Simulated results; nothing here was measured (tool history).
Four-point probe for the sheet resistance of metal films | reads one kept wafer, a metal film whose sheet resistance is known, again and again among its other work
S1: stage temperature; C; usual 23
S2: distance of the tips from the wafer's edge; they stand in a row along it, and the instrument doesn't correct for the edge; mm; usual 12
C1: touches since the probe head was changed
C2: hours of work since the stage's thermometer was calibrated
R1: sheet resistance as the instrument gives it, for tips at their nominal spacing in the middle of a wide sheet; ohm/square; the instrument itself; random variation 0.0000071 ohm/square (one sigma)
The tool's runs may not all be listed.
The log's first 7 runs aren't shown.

run	hour	S1	S2	C1	C2	R1
8	93.4	23	11	9288	657	0.035351
9	110.9	23	53	9528	667	0.035119
10	128.3	23	53	9766	677	0.035113
11	144.1	23	53	9983	686	0.035107
12	164.4	23	16	10261	698	0.035217
13	178.8	23	16	10459	706	0.035233
14	188.8	23	42	10595	712	0.035114
15	203.6	23	42	10799	721	0.035111
16	212.9	23	42	10926	726	0.035122
17	232.8	23	42	11198	738	0.035112
18	242.2	33	12	11327	743	0.035324
19	250.4	28	12	11440	748	0.035322
20	260.4	28	12	11577	753	0.035319
21	268.7	28	30	11690	758	0.035143
22	278	28	30	11818	764	0.035136
23	287.8	28	30	11953	769	0.035133
24	307.8	24	6	12227	781	0.035926
25	320.2	27	7	12396	788	0.035717
26	338.7	27	7	12650	799	0.035704
27	351.8	27	7	12829	806	0.035725
28	371.7	34	12	13102	818	0.035311
29	385.3	34	12	13289	825	0.035324

The next listed run, before its measurement:
30	393.7	34	12	13404	830	?

R1: 0.035301 ohm/square
Without the tool's hidden state the same run would have given R1 0.0353 ohm/square.

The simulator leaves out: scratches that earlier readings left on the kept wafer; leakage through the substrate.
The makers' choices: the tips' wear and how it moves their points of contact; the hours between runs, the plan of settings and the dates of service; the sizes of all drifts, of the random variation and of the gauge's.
